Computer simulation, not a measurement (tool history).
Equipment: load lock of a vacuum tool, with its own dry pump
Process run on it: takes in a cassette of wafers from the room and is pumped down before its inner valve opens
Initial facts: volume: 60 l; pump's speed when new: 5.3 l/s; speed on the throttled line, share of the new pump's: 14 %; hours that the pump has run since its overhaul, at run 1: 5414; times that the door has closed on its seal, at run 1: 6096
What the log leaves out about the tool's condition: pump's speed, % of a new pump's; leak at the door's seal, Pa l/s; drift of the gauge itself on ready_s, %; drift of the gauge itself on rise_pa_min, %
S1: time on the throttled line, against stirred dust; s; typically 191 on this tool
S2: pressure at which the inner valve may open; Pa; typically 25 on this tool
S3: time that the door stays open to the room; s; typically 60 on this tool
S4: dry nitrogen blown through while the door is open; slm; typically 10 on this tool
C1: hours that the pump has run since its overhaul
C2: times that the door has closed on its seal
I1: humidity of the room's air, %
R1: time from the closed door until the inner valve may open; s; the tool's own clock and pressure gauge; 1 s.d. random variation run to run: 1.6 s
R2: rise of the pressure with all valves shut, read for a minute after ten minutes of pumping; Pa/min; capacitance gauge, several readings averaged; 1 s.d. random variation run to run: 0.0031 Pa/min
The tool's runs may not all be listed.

run 1 hour=0.0 | S1=191 S2=25 S3=60 S4=10 | C1=5414 C2=6096 | I1=44.6 | R1=271.2 R2=0.144
run 2 hour=176.0 | S1=191 S2=25 S3=60 S4=10 | C1=5590 C2=6774 | I1=48.4 | R1=268.3 R2=0.165
run 3 hour=292.6 | S1=191 S2=25 S3=60 S4=10 | C1=5706 C2=7222 | I1=44.2 | R1=271.2 R2=0.169
run 4 hour=466.7 | S1=191 S2=25 S3=60 S4=10 | C1=5880 C2=7892 | I1=44.3 | R1=269.4 R2=0.181
run 5 hour=609.0 | S1=191 S2=25 S3=60 S4=10 | C1=6023 C2=8440 | I1=43.6 | R1=268.7 R2=0.189
run 6 hour=753.2 | S1=191 S2=25 S3=60 S4=9 | C1=6167 C2=8995 | I1=46.5 | R1=272.2 R2=0.211
run 7 hour=853.1 | S1=191 S2=32 S3=60 S4=10 | C1=6267 C2=9379 | I1=45.3 | R1=270.0 R2=0.224
run 8 hour=974.3 | S1=191 S2=32 S3=60 S4=10 | C1=6388 C2=9846 | I1=48.1 | R1=271.6 R2=0.238
run 9 hour=1087.7 | S1=191 S2=23 S3=60 S4=10 | C1=6501 C2=10282 | I1=46.9 | R1=273.6 R2=0.244
run 10 hour=1176.8 | S1=191 S2=23 S3=60 S4=10 | C1=6590 C2=10625 | I1=43.7 | R1=275.1 R2=0.251
run 11 hour=1318.6 | S1=191 S2=23 S3=60 S4=10 | C1=6732 C2=11170 | I1=46.3 | R1=274.4 R2=0.270
run 12 hour=1474.5 | S1=191 S2=25 S3=33 S4=10 | C1=6888 C2=11770 | I1=45.3 | R1=278.0 R2=0.264
run 13 hour=1559.6 | S1=116 S2=25 S3=60 S4=10 | C1=6973 C2=12098 | I1=42.9 | R1=214.5 R2=0.287
run 14 hour=1696.8 | S1=191 S2=25 S3=60 S4=10 | C1=7110 C2=12626 | I1=45.4 | R1=274.2 R2=0.307
run 15 hour=1797.6 | S1=191 S2=25 S3=60 S4=10 | C1=7211 C2=13014 | I1=43.6 | R1=274.3 R2=0.317
run 16 hour=1892.7 | S1=191 S2=25 S3=60 S4=10 | C1=7306 C2=13380 | I1=43.5 | R1=276.5 R2=0.334
run 17 hour=2033.0 | S1=191 S2=25 S3=60 S4=29 | C1=7447 C2=13920 | I1=44.0 | R1=277.4 R2=0.328
run 18 hour=2149.1 | S1=191 S2=25 S3=60 S4=29 | C1=7563 C2=14366 | I1=44.5 | R1=274.3 R2=0.347
run 19 hour=2254.0 | S1=191 S2=25 S3=154 S4=10 | C1=7668 C2=14770 | I1=43.8 | R1=274.9 R2=0.403
run 20 hour=2333.0 | S1=174 S2=33 S3=154 S4=20 | C1=7747 C2=15074 | I1=43.1 | R1=258.7 R2=0.404
run 21 hour=2499.2 | S1=286 S2=43 S3=60 S4=10 | C1=7913 C2=15714 | I1=44.6 | R1=345.6 R2=0.401
run 22 hour=2626.0 | S1=163 S2=22 S3=60 S4=10 | C1=8040 C2=16202 | I1=48.6 | R1=257.6 R2=0.439
run 23 hour=2756.9 | S1=148 S2=25 S3=123 S4=10 | C1=8170 C2=16705 | I1=44.1 | R1=243.0 R2=0.468
run 24 hour=2900.8 | S1=148 S2=25 S3=123 S4=10 | C1=8314 C2=17259 | I1=43.5 | R1=242.5 R2=0.490
run 25 hour=3066.6 | S1=148 S2=25 S3=123 S4=29 | C1=8480 C2=17897 | I1=45.1 | R1=243.8 R2=0.486
run 26 hour=3139.5 | S1=148 S2=25 S3=123 S4=29 | C1=8553 C2=18178 | I1=45.3 | R1=246.9 R2=0.508
run 27 hour=3290.4 | S1=259 S2=25 S3=126 S4=6 | C1=8704 C2=18758 | I1=44.6 | R1=336.3 R2=0.564
run 28 hour=3373.5 | S1=259 S2=31 S3=126 S4=6 | C1=8787 C2=19078 | I1=44.8 | R1=331.9 R2=0.575
run 29 hour=3474.3 | S1=259 S2=31 S3=126 S4=6 | C1=8888 C2=19466 | I1=43.2 | R1=336.0 R2=0.602
run 30 hour=3630.8 | S1=259 S2=31 S3=126 S4=6 | C1=9044 C2=20068 | I1=49.1 | R1=331.3 R2=0.624
run 31 hour=3776.6 | S1=129 S2=27 S3=151 S4=8 | C1=9190 C2=20629 | I1=45.8 | R1=230.8 R2=0.649
run 32 hour=3886.8 | S1=129 S2=27 S3=151 S4=8 | C1=9300 C2=21053 | I1=46.9 | R1=230.1 R2=0.656
run 33 hour=4026.4 | S1=191 S2=24 S3=60 S4=28 | C1=9440 C2=21591 | I1=47.6 | R1=282.7 R2=0.641
-- hour=4035.7 door's seal changed, seat wiped
run 34 hour=4200.1 | S1=307 S2=41 S3=108 S4=6 | C1=9612 C2=632 | I1=45.7 | R1=366.7 R2=0.096
-- hour=4276.0 dry pump taken out, an overhauled one fitted
run 35 hour=4278.1 | S1=307 S2=41 S3=108 S4=6 | C1=2 C2=909 | I1=45.1 | R1=351.4 R2=0.092
run 36 hour=4413.2 | S1=174 S2=25 S3=64 S4=10 | C1=137 C2=1429 | I1=40.4 | R1=245.6 R2=0.067
run 37 hour=4497.2 | S1=243 S2=25 S3=64 S4=5 | C1=221 C2=1752 | I1=44.3 | R1=305.4 R2=0.082

Entry by entry between the runs, the difference in hidden state between the last listed run before and the first listed run after:
Between runs 33 and 34: door's seal changed, seat wiped (hour 4035.7)
  pump's speed, % of a new pump's: 74.7 -> 74.2; leak at the door's seal, Pa l/s: 0.5967 -> 0.0072
  what was measured, less what the result would be without the hidden state, R1: +23.4 -> +15.8 s; R2: +0.597 -> +0.005 Pa/min
Between runs 34 and 35: dry pump taken out, an overhauled one fitted (hour 4276.0)
  pump's speed, % of a new pump's: 74.2 -> 100.7; leak at the door's seal, Pa l/s: 0.0072 -> 0.0101
  what was measured, less what the result would be without the hidden state, R1: +15.8 -> -0.4 s; R2: +0.005 -> +0.008 Pa/min
